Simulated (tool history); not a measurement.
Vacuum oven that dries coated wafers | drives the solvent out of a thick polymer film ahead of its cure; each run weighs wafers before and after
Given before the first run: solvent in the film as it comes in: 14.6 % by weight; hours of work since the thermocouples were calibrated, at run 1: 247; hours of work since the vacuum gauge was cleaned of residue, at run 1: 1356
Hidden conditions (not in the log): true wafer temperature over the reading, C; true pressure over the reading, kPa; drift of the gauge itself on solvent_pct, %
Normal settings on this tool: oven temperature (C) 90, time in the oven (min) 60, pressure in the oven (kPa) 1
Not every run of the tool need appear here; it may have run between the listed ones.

run,day,oven temperature (C),time in the oven (min),pressure in the oven (kPa),hours of work since the thermocouples were calibrated,hours of work since the vacuum gauge was cleaned of residue,solvent left in the film (%)
1,0,90,60,1,247,1356,1.077
2,4.55,102,60,1,294,1403,0.438
3,9.058,90,60,1,341,1450,1.067
# day 13.079: vacuum gauge cleaned of residue and calibrated
4,14.625,90,60,1,398,16,0.911
5,17.9,81,60,1,432,50,2.172
6,21.771,81,60,1,472,90,2.179
7,24.029,81,60,1,496,114,2.177
8,26.404,81,60,1,520,138,2.185
9,30.258,90,60,1,560,178,0.918
10,34.95,90,60,0.68,609,227,0.78
11,38.446,90,60,1.44,645,263,1.108
# day 39: oven's thermocouples calibrated
12,42.504,90,60,1,36,304,0.907
13,47.596,90,60,1,89,357,0.92
14,52.842,105,38,1.69,144,411,0.604
15,56.908,91,65,3.64,186,454,1.854
# day 59.433: oven's thermocouples calibrated, once more
16,59.433,96,52,0.55,0,479,0.531
17,63.788,80,45,0.79,45,524,3.466
18,68.842,80,45,0.79,98,576,3.456
19,72.346,96,60,2.16,134,613,0.996
20,74.642,76,57,3.97,158,637,5.515
21,78.867,76,57,3.97,202,680,5.53
22,84.296,90,52,0.8,258,737,1.185
23,87.971,92,36,0.71,296,775,1.767
24,90.546,76,36,0.71,323,801,5.327
25,94.65,81,57,0.93,365,844,2.48

4 options for the next run, each taken on its own from the tool as it stands now. Forecast them:
A,97.033,81,88,1.31,390,869,?
B,97.033,81,35,0.93,390,869,?
C,97.033,96,57,0.94,390,869,?
D,97.033,81,55,0.93,390,869,?

run,solvent left in the film (%)
A,1.609
B,4.307
C,0.617
D,2.594
Take away the tool's hidden state, keep each run's random variation, and the runs would have read:
run,solvent left in the film (%)
A,1.462
B,4.201
C,0.529
D,2.465
